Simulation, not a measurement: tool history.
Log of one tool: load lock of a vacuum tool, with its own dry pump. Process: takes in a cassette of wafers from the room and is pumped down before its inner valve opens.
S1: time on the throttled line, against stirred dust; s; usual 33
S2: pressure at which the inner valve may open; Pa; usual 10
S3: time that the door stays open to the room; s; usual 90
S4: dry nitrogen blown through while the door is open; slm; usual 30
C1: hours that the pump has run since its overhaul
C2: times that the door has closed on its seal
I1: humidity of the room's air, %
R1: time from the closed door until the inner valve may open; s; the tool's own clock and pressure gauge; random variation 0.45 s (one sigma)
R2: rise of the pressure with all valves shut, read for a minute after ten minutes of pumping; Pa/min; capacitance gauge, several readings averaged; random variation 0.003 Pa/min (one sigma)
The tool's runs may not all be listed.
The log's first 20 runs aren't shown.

{"run": 21, "hour": 3822.1, "S1": 56, "S2": 10, "S3": 60, "S4": 8, "C1": 6818, "C2": 18606, "I1": 46.7, "R1": 75.6, "R2": 0.133}
{"run": 22, "hour": 3936.7, "S1": 22, "S2": 9, "S3": 38, "S4": 30, "C1": 6933, "C2": 18854, "I1": 43.3, "R1": 49.4, "R2": 0.09}
{"run": 23, "hour": 4106.1, "S1": 22, "S2": 9, "S3": 38, "S4": 30, "C1": 7103, "C2": 19220, "I1": 43.5, "R1": 49.5, "R2": 0.095}
{"run": 24, "hour": 4339.0, "S1": 33, "S2": 10, "S3": 112, "S4": 29, "C1": 7335, "C2": 19722, "I1": 45, "R1": 58, "R2": 0.117}
{"run": 25, "hour": 4540.1, "S1": 33, "S2": 10, "S3": 90, "S4": 30, "C1": 7537, "C2": 20157, "I1": 45.1, "R1": 57.4, "R2": 0.115}
{"run": 26, "hour": 4790.9, "S1": 21, "S2": 10, "S3": 205, "S4": 30, "C1": 7787, "C2": 20698, "I1": 47, "R1": 48.2, "R2": 0.125}
{"run": 27, "hour": 4934.7, "S1": 33, "S2": 18, "S3": 230, "S4": 30, "C1": 7931, "C2": 21009, "I1": 44.6, "R1": 56.6, "R2": 0.126}
{"run": 28, "hour": 5208.2, "S1": 33, "S2": 18, "S3": 230, "S4": 30, "C1": 8205, "C2": 21599, "I1": 46.3, "R1": 56.1, "R2": 0.133}
{"run": 29, "hour": 5353.9, "S1": 33, "S2": 18, "S3": 230, "S4": 30, "C1": 8350, "C2": 21913, "I1": 47.7, "R1": 56.1, "R2": 0.134}
{"run": 30, "hour": 5489.4, "S1": 21, "S2": 10, "S3": 230, "S4": 9, "C1": 8486, "C2": 22206, "I1": 41, "R1": 48.8, "R2": 0.176}
{"run": 31, "hour": 5683.8, "S1": 33, "S2": 13, "S3": 71, "S4": 30, "C1": 8680, "C2": 22626, "I1": 44.7, "R1": 58, "R2": 0.122}

The next listed run, before its measurement:
{"run": 32, "hour": 5910.6, "S1": 21, "S2": 10, "S3": 90, "S4": 6, "C1": 8907, "C2": 23115, "I1": 47.1, "R1": "?", "R2": "?"}

R1: 48.9 s
R2: 0.18 Pa/min
Without the tool's hidden state the same run would have given R1 45.7 s, R2 0.095 Pa/min.
